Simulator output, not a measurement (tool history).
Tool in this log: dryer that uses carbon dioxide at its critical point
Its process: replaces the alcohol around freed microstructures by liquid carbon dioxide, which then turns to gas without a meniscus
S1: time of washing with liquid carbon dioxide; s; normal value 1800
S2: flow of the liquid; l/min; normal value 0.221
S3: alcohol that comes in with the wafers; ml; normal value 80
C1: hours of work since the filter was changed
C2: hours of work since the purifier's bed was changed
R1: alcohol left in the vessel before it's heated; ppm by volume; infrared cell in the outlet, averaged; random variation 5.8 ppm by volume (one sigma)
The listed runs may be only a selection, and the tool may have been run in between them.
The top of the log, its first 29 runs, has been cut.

run	hour	S1	S2	S3	C1	C2	R1
30	1093.9	1800	0.167	61	159	275	876
31	1130.9	1800	0.167	61	187	303	877
32	1161.2	1800	0.167	61	209	325	909
33	1188.5	1800	0.31	103	230	346	109
# hour 1234.6: inlet filter changed
34	1237.1	1260	0.31	103	2	381	347
35	1269.5	1260	0.344	22	26	406	121
36	1309.6	1560	0.227	95	56	436	563
37	1334.2	1140	0.144	29	74	454	2709
38	1365.1	1800	0.15	80	98	477	1673
39	1406.4	2220	0.15	28	128	508	353
40	1435.8	2220	0.135	80	150	530	1231
41	1483	2220	0.135	80	186	565	1292
42	1508.2	1260	0.277	80	204	584	614
# hour 1523.6: purifier's bed changed
43	1549.4	2640	0.138	22	233	19	133
44	1584	1800	0.181	35	259	45	349
# hour 1591.3: inlet filter changed
45	1630.1	1800	0.156	34	29	79	552
46	1650	2580	0.212	28	44	94	29

Each row is a separate what-if for the run after 46, all from the same tool condition, not one after another. Results?
A	1697.3	1080	0.363	22	79	129	?
B	1697.3	1260	0.212	28	79	129	?
C	1697.3	1560	0.142	28	79	129	?

run	R1
A	86
B	563
C	1178
With no hidden state in the tool, these same runs would have given:
run	R1
A	51
B	500
C	1087
